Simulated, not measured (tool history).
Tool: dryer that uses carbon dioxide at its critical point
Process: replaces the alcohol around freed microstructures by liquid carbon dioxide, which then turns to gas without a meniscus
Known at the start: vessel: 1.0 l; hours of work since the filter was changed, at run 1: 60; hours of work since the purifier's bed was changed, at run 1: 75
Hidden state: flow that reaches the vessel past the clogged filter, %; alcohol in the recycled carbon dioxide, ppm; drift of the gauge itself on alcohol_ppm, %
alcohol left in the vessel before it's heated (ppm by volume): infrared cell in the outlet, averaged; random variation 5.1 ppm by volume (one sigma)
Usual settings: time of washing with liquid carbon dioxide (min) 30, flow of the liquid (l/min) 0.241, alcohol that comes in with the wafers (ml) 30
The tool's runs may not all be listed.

run     day  time of washing with liquid carbon dioxide (min)  flow of the liquid (l/min)  alcohol that comes in with the wafers (ml)  hours of work since the filter was changed  hours of work since the purifier's bed was changed  alcohol left in the vessel before it's heated (ppm by volume)
  1       0                                                30                       0.241                                          30                                          60                                                  75                                                             87
  2   0.367                                                30                       0.241                                          30                                          64                                                  79                                                             89
  3   0.625                                                30                       0.241                                         112                                          66                                                  81                                                            302
  4       1                                                30                       0.241                                         112                                          70                                                  85                                                            300
  5   1.333                                                30                       0.241                                          30                                          74                                                  89                                                             97
  6   1.633                                                30                       0.241                                          30                                          77                                                  92                                                             93
  7   1.883                                                30                       0.241                                          30                                          80                                                  95                                                             91
  8    2.25                                                39                       0.241                                          30                                          84                                                  99                                                             30
  9   2.592                                                30                       0.241                                          68                                          87                                                 102                                                            207
 10   2.883                                                30                       0.241                                         102                                          90                                                 105                                                            308
 11   3.242                                                30                       0.241                                         102                                          94                                                 109                                                            306
 12   3.475                                                30                       0.241                                          30                                          97                                                 112                                                             89
 13   3.675                                                30                       0.241                                          56                                          99                                                 114                                                            179
 14   3.854                                                29                       0.241                                          30                                         101                                                 116                                                            120
 15   4.125                                                30                       0.241                                          21                                         103                                                 118                                                             74
 16   4.312                                                30                       0.241                                          21                                         105                                                 120                                                             77
 17   4.642                                                30                       0.241                                          21                                         109                                                 124                                                             83
 18   4.879                                                30                       0.241                                          21                                         111                                                 126                                                             76
 19   5.179                                                30                       0.241                                          21                                         115                                                 130                                                             96
 20   5.492                                                30                       0.241                                          30                                         118                                                 133                                                            115
 21   5.838                                                30                       0.241                                          30                                         122                                                 137                                                            112
 22   6.133                                                30                       0.241                                          30                                         125                                                 140                                                            111
 23   6.492                                                30                       0.241                                          30                                         129                                                 144                                                            117
 24   6.846                                                30                       0.241                                          30                                         132                                                 147                                                            109
 25   7.129                                                30                       0.241                                          30                                         135                                                 150                                                            110
 26   7.375                                                23                       0.234                                          26                                         138                                                 153                                                            385
 27   7.621                                                30                       0.354                                          30                                         140                                                 155                                                             20
 28   7.962                                                35                       0.241                                          64                                         144                                                 159                                                            102
 29   8.158                                                36                       0.155                                          64                                         146                                                 161                                                            837
 30   8.346                                                18                        0.33                                          22                                         148                                                 163                                                            220
 31   8.508                                                18                        0.33                                          22                                         150                                                 165                                                            222
 32   8.875                                                20                       0.152                                          96                                         154                                                 169                                                           9080
 33   9.121                                                20                       0.152                                          96                                         156                                                 171                                                           9485
 34   9.321                                                20                       0.152                                          96                                         158                                                 174                                                           9085
 35   9.579                                                20                       0.152                                          96                                         161                                                 176                                                           9380
 36   9.871                                                23                       0.152                                         113                                         164                                                 179                                                           7806
 37  10.129                                                30                       0.329                                         104                                         167                                                 182                                                             68
 38  10.338                                                30                       0.182                                          30                                         169                                                 184                                                            465
 39  10.596                                                30                       0.182                                          30                                         172                                                 187                                                            463
 40  10.917                                                30                       0.182                                          30                                         175                                                 190                                                            472
 41  11.275                                                46                       0.241                                          30                                         179                                                 194                                                             31
 42  11.438                                                38                       0.157                                          30                                         181                                                 196                                                            331
 43  11.642                                                28                       0.252                                          39                                         183                                                 198                                                            198
 44  11.946                                                30                       0.241                                          38                                         186                                                 201                                                            161
 45   12.15                                                22                       0.188                                          25                                         188                                                 203                                                           1075
 46  12.429                                                35                       0.182                                          24                                         191                                                 206                                                            202
 47  12.608                                                26                       0.314                                          30                                         193                                                 208                                                             74

Some steps in alcohol left in the vessel before it's heated (ppm by volume) between neighbouring runs. How much of each would the tool show without its hidden state too (settings, what came in, random variation), and how much is left for the hidden state, with any gauge scatter that isn't in both results?
Run 31 -> 32: time of washing with liquid carbon dioxide (min) 18 -> 20, flow of the liquid (l/min) 0.33 -> 0.152, alcohol that comes in with the wafers (ml) 22 -> 96. alcohol left in the vessel before it's heated (ppm by volume) +8858: hidden state +1613, all else +7245.
Run 35 -> 36: time of washing with liquid carbon dioxide (min) 20 -> 23, alcohol that comes in with the wafers (ml) 96 -> 113. alcohol left in the vessel before it's heated (ppm by volume) -1574: hidden state -76, all else -1498.
Run 36 -> 37: time of washing with liquid carbon dioxide (min) 23 -> 30, flow of the liquid (l/min) 0.152 -> 0.329, alcohol that comes in with the wafers (ml) 113 -> 104. alcohol left in the vessel before it's heated (ppm by volume) -7738: hidden state -1710, all else -6028.
Run 44 -> 45: time of washing with liquid carbon dioxide (min) 30 -> 22, flow of the liquid (l/min) 0.241 -> 0.188, alcohol that comes in with the wafers (ml) 38 -> 25. alcohol left in the vessel before it's heated (ppm by volume) +914: hidden state +240, all else +674.

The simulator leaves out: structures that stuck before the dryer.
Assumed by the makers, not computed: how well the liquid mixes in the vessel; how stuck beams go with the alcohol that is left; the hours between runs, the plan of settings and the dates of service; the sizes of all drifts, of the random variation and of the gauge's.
